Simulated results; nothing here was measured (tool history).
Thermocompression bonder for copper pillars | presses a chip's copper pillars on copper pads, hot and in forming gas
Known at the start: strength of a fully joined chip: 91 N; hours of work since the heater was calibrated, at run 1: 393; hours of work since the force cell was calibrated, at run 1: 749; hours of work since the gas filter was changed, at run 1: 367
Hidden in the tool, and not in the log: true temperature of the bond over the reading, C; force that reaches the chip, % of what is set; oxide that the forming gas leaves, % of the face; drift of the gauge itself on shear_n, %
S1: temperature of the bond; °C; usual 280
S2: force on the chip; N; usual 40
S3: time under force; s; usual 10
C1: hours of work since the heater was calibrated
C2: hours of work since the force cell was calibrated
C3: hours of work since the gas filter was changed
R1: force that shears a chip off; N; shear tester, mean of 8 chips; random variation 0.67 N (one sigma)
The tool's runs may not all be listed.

run   hour   S1  S2  S3   C1   C2   C3    R1
  1    0.0  280  40  10  393  749  367  43.1
  2   39.2  280  40  10  413  769  387  43.2
      46.4  -- forming gas filter changed
  3   71.3  280  40  10  429  785   13  47.7
  4  104.2  280  40  10  445  802   29  47.7
  5  136.8  280  40  10  462  819   46  47.5
  6  165.3  280  40  23  476  833   61  60.6
  7  191.9  280  40  23  490  847   74  61.8
  8  225.6  280  40  23  507  864   91  61.5
  9  265.8  280  27  10  528  884  112  31.1
 10  284.1  298  44   5  537  894  121  47.6

Run 11 comes next. What will it give?
 11  301.1  301  47   5  546  902  130   ?

R1: 52.2 N
Without the tool's hidden state the same run would have given R1 55.0 N.
